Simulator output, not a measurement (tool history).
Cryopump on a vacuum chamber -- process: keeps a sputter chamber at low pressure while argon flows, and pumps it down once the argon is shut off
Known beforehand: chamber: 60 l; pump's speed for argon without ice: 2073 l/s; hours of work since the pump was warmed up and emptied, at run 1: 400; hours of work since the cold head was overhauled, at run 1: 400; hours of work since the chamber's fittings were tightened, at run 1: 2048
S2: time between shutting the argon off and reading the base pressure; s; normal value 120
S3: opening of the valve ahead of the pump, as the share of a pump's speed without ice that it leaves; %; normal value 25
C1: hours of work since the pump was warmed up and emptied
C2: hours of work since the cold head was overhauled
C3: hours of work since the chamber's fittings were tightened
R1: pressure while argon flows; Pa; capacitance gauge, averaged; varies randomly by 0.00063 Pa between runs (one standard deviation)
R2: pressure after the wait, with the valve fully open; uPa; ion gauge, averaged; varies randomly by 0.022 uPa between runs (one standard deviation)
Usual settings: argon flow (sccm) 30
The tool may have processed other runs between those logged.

run 1 day=0 | argon_flow_(sccm)=30 S2=120 S3=25 | C1=400 C2=400 C3=2048 | R1=0.1023 R2=1.56
run 2 day=0.546 | argon_flow_(sccm)=15 S2=120 S3=25 | C1=409 C2=409 C3=2057 | R1=0.0514 R2=1.53
run 3 day=1.054 | argon_flow_(sccm)=24 S2=120 S3=25 | C1=417 C2=417 C3=2065 | R1=0.0804 R2=1.55
run 4 day=1.738 | argon_flow_(sccm)=24 S2=120 S3=25 | C1=428 C2=428 C3=2076 | R1=0.0818 R2=1.62
run 5 day=2.379 | argon_flow_(sccm)=24 S2=120 S3=25 | C1=438 C2=438 C3=2086 | R1=0.0818 R2=1.58
run 6 day=3.067 | argon_flow_(sccm)=40 S2=120 S3=25 | C1=449 C2=449 C3=2097 | R1=0.136 R2=1.54
run 7 day=3.729 | argon_flow_(sccm)=30 S2=120 S3=25 | C1=460 C2=460 C3=2107 | R1=0.1026 R2=1.61
run 8 day=4.379 | argon_flow_(sccm)=30 S2=120 S3=25 | C1=470 C2=470 C3=2118 | R1=0.1031 R2=1.64
run 9 day=4.808 | argon_flow_(sccm)=30 S2=120 S3=25 | C1=477 C2=477 C3=2124 | R1=0.1023 R2=1.63
run 10 day=5.438 | argon_flow_(sccm)=30 S2=120 S3=25 | C1=487 C2=487 C3=2134 | R1=0.1021 R2=1.68
run 11 day=6.179 | argon_flow_(sccm)=30 S2=21 S3=25 | C1=498 C2=498 C3=2146 | R1=0.1025 R2=3.38
run 12 day=6.904 | argon_flow_(sccm)=30 S2=21 S3=25 | C1=510 C2=510 C3=2158 | R1=0.1028 R2=3.5
run 13 day=7.558 | argon_flow_(sccm)=30 S2=21 S3=25 | C1=520 C2=520 C3=2168 | R1=0.1029 R2=3.59
run 14 day=7.996 | argon_flow_(sccm)=30 S2=120 S3=25 | C1=527 C2=527 C3=2175 | R1=0.1031 R2=1.71
run 15 day=8.596 | argon_flow_(sccm)=30 S2=120 S3=25 | C1=537 C2=537 C3=2185 | R1=0.1038 R2=1.69
run 16 day=9.188 | argon_flow_(sccm)=30 S2=120 S3=25 | C1=546 C2=546 C3=2194 | R1=0.1037 R2=1.72
run 17 day=9.958 | argon_flow_(sccm)=42 S2=36 S3=58 | C1=558 C2=558 C3=2206 | R1=0.0675 R2=2.61
run 18 day=10.388 | argon_flow_(sccm)=42 S2=36 S3=58 | C1=565 C2=565 C3=2213 | R1=0.0684 R2=2.69
run 19 day=11.196 | argon_flow_(sccm)=34 S2=36 S3=21 | C1=578 C2=578 C3=2226 | R1=0.1399 R2=2.62
run 20 day=11.888 | argon_flow_(sccm)=51 S2=36 S3=33 | C1=589 C2=589 C3=2237 | R1=0.1368 R2=2.61
run 21 day=12.408 | argon_flow_(sccm)=12 S2=75 S3=55 | C1=597 C2=597 C3=2245 | R1=0.0202 R2=2.03
run 22 day=13.2 | argon_flow_(sccm)=13 S2=41 S3=56 | C1=610 C2=610 C3=2258 | R1=0.0216 R2=2.52
run 23 day=13.658 | argon_flow_(sccm)=14 S2=193 S3=43 | C1=617 C2=617 C3=2265 | R1=0.0294 R2=1.65
run 24 day=14.329 | argon_flow_(sccm)=14 S2=193 S3=43 | C1=628 C2=628 C3=2276 | R1=0.0299 R2=1.64
run 25 day=14.708 | argon_flow_(sccm)=13 S2=22 S3=16 | C1=634 C2=634 C3=2282 | R1=0.0693 R2=3.5
run 26 day=15.162 | argon_flow_(sccm)=13 S2=22 S3=16 | C1=641 C2=641 C3=2289 | R1=0.069 R2=3.5

Forecast run 27:
run 27 day=15.729 | argon_flow_(sccm)=13 S2=22 S3=16 | C1=650 C2=650 C3=2298 | R1=? R2=?

R1: 0.0692 Pa
R2: 3.51 uPa
Without the tool's hidden state the same run would have given R1 0.066 Pa, R2 2.22 uPa.

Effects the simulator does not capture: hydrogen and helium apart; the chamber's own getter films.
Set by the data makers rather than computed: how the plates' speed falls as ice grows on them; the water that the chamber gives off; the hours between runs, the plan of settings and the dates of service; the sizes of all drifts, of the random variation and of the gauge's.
